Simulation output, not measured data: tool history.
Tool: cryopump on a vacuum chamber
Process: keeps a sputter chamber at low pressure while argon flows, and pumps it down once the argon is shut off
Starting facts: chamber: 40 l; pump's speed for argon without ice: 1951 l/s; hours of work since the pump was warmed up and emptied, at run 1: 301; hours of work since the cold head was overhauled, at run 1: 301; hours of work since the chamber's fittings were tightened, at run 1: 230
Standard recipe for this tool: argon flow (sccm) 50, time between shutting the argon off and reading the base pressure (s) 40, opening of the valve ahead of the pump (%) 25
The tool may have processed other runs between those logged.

run	hour	argon flow (sccm)	time between shutting the argon off and reading the base pressure (s)	opening of the valve ahead of the pump (%)	hours of work since the pump was warmed up and emptied	hours of work since the cold head was overhauled	hours of work since the chamber's fittings were tightened	pressure while argon flows (Pa)	pressure after the wait (uPa)
1	0.0	50	40	25	301	301	230	0.1780	1.09
2	13.6	98	40	25	308	308	237	0.3514	1.12
3	30.8	98	40	25	317	317	246	0.3556	1.12
4	43.5	50	69	25	324	324	253	0.1811	0.84
5	60.3	50	69	25	333	333	262	0.1792	0.85
6	77.2	50	69	25	341	341	271	0.1812	0.85
7	86.3	50	69	25	346	346	276	0.1802	0.85
8	96.8	50	40	38	352	352	281	0.1198	1.18
9	109.3	50	40	25	358	358	288	0.1808	1.16
10	119.9	50	40	25	364	364	293	0.1812	1.21
11	129.1	50	268	25	369	369	298	0.1810	0.54
12	139.9	50	40	27	375	375	304	0.1663	1.20
13	150.7	28	40	27	380	380	310	0.0942	1.20
14	159.4	50	40	25	385	385	314	0.1811	1.19
15	172.1	50	40	25	391	391	321	0.1824	1.21
16	184.1	50	30	25	398	398	327	0.1811	1.46
17	201.1	50	31	25	407	407	336	0.1807	1.41
18	218.3	73	27	25	416	416	345	0.2666	1.64
19	231.7	50	145	25	423	423	352	0.1822	0.74
20	242.7	50	145	25	429	429	358	0.1821	0.71
21	259.9	50	36	16	438	438	367	0.2792	1.32
22	269.7	50	36	16	443	443	372	0.2795	1.35
23	280.6	29	43	20	449	449	378	0.1301	1.24
24	289.2	52	154	20	453	453	383	0.2361	0.74
25	307.0	52	154	20	463	463	392	0.2348	0.72
26	321.3	25	50	50	470	470	400	0.0480	1.19
27	334.3	35	40	39	477	477	406	0.0852	1.35
28	348.0	50	221	53	484	484	414	0.0919	0.70
29	358.7	34	101	56	490	490	419	0.0590	0.90
30	371.7	24	202	23	497	497	426	0.0949	0.77
31	389.9	24	202	23	506	506	436	0.0955	0.78
32	400.2	50	109	41	512	512	441	0.1167	0.83
33	413.5	50	109	41	519	519	448	0.1163	0.89

5 ways to go on from here, each from the tool as it stands after run 33. What would each give?
# hour 428.1: pump warmed up, emptied and cooled again
A	431.7	50	32	46	2	526	455	?	?
# hour 428.1: pump warmed up, emptied and cooled again
B	431.7	24	79	15	2	526	455	?	?
# hour 428.1: pump warmed up, emptied and cooled again
C	431.7	84	296	41	2	526	455	?	?
# hour 428.1: pump warmed up, emptied and cooled again
D	431.7	50	109	23	2	526	455	?	?
# hour 428.1: pump warmed up, emptied and cooled again
E	431.7	50	291	25	2	526	455	?	?

run	pressure while argon flows (Pa)	pressure after the wait (uPa)
A	0.0949	1.48
B	0.1365	0.88
C	0.1778	0.59
D	0.1896	0.80
E	0.1738	0.56
Had the tool no hidden state, the same runs would have come out as:
run	pressure while argon flows (Pa)	pressure after the wait (uPa)
A	0.0945	1.12
B	0.1363	0.51
C	0.1770	0.24
D	0.1891	0.45
E	0.1734	0.21
